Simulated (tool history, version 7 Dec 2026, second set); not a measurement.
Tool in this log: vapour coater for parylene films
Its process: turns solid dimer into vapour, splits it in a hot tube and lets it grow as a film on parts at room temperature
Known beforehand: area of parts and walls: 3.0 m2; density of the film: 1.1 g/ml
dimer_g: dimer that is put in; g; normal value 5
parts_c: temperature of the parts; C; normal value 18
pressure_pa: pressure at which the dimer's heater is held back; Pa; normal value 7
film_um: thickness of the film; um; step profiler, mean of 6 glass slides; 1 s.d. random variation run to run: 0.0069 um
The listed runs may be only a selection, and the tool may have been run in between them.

run   hour  dimer_g  parts_c  pressure_pa  film_um
  1      0        5       18            7     0.67
  2   13.3        5       18            7     0.66
  3   30.9        5       18            7    0.663
  4   52.7        5       18            7    0.655
  5   81.1        5       18            7    0.655
  6  109.6        5       18            7    0.665
  7  130.4        5       14            7     0.75
  8  158.6        6       18            7    0.791
  9  183.1        6       18            7    0.803
 10  207.3        6       18            7    0.787
 11  238.9        6       18         2.55    0.952
 12    269        3       18         3.19     0.45
 13  298.3        5       18         3.31    0.761
 14  313.4        4       18         2.08    0.656
 15  329.8        5       17         7.26    0.662
 16  349.7        2       10         9.94    0.303
 17  374.7        2       10         9.94    0.307
 18    388        2       10         9.94    0.311
 19  419.9        7       18         3.04    1.063
 20  434.7        7       18            7    0.894

For run 21, what comes out?
 21  460.7        7       20         9.67        ?

Run 21 yielded film_um 0.787 um.
Minus the tool's unlogged condition, the same run would have read film_um 0.834 um.
